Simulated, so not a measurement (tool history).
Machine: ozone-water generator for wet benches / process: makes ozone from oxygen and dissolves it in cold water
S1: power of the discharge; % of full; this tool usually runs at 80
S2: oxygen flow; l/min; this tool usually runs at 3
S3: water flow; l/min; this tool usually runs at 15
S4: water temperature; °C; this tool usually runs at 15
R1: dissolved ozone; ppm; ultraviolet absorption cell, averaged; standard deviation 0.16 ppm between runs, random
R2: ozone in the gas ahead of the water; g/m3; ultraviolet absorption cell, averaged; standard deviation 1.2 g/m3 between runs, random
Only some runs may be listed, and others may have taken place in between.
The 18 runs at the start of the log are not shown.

run    hour  S1    S2  S3  S4    R1     R2
 19  2439.5  73  3.27  15  15  15.3  163.9
 20  2556.4  56     3  15  16  12.7  144.5
 21  2741.2  42  1.86  12  22  10.7  143.9
 22  2918.3  80   2.1  15  21    13  198.1
 23  3076.4  80  2.79  15  12  15.5  176.3
 24  3236.6  80  2.79  12  18  17.7  179.7
 25  3381.1  80  2.79  12  18  17.2  174.8
 26  3485.9  80  3.48  14  11  17.4  160.6
 27    3656  85  3.48  19  11    13  164.4
 28  3782.9  85  3.48  19  11  12.6    162
 29  3894.3  76  1.57  17   9   9.8    200
 30  4019.8  70  1.57  17  10   9.4    189
 31  4141.6  80   4.3  15   7  17.1  143.4
 32  4257.6  52  2.24  15   7  10.7  140.8

Branching from run 32: 5 alternative next runs. What would each branch give?
  A  4384.7  43     3  15  18   ?   ?
  B  4384.7  62     3  15   7   ?   ?
  C  4384.7  62  1.99  13  15   ?   ?
  D  4384.7  42     3  15  11   ?   ?
  E  4384.7  73  2.57  15   7   ?   ?

run    R1     R2
  A   9.5  116.5
  B  13.1  138.6
  C  12.1  159.7
  D  10.2    114
  E  13.6  159.9
Had the tool no hidden state, the same runs would have come out as:
run    R1     R2
  A  12.4  143.6
  B  18.3  182.9
  C  16.9  210.6
  D  13.3    140
  E  19.5  217.1
